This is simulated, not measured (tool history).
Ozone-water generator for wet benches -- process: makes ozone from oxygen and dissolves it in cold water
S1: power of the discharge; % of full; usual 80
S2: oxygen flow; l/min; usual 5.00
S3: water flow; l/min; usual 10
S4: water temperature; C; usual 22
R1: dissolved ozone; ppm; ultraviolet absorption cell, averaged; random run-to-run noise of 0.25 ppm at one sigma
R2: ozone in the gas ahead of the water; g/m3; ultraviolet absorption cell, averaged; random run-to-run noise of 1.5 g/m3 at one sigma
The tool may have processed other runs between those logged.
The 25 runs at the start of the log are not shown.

run 26 hour=751.4 | S1=92 S2=3.05 S3=7 S4=18 | R1=61.0 R2=402.3
run 27 hour=789.6 | S1=92 S2=3.05 S3=7 S4=18 | R1=60.3 R2=396.7
-- hour=800.9 contactor cleaned
run 28 hour=816.9 | S1=58 S2=4.49 S3=10 S4=22 | R1=31.4 R2=242.4
run 29 hour=856.3 | S1=88 S2=5.00 S3=10 S4=22 | R1=39.7 R2=295.3
run 30 hour=893.0 | S1=74 S2=2.55 S3=7 S4=27 | R1=45.8 R2=384.6
run 31 hour=935.6 | S1=49 S2=2.55 S3=10 S4=27 | R1=28.1 R2=297.1
run 32 hour=959.7 | S1=73 S2=8.38 S3=10 S4=20 | R1=32.6 R2=196.8
run 33 hour=997.4 | S1=73 S2=8.38 S3=10 S4=20 | R1=33.4 R2=200.1

Consider 4 possible next runs. They are alternatives, not a sequence: every one starts from the tool as it was left by run 33. What does each give?
run A hour=1028.8 | S1=70 S2=3.41 S3=10 S4=22 | R1=? R2=?
run B hour=1028.8 | S1=80 S2=4.21 S3=12 S4=18 | R1=? R2=?
run C hour=1028.8 | S1=73 S2=4.00 S3=10 S4=20 | R1=? R2=?
run D hour=1028.8 | S1=73 S2=8.38 S3=12 S4=25 | R1=? R2=?

run=A R1=37.6 R2=314.1
run=B R1=37.0 R2=308.6
run=C R1=38.8 R2=298.3
run=D R1=26.7 R2=196.9
Stripped of hidden state, with their random variation kept, the same runs would have yielded:
run=A R1=37.7 R2=314.2
run=B R1=37.0 R2=308.7
run=C R1=38.8 R2=298.5
run=D R1=26.7 R2=197.0
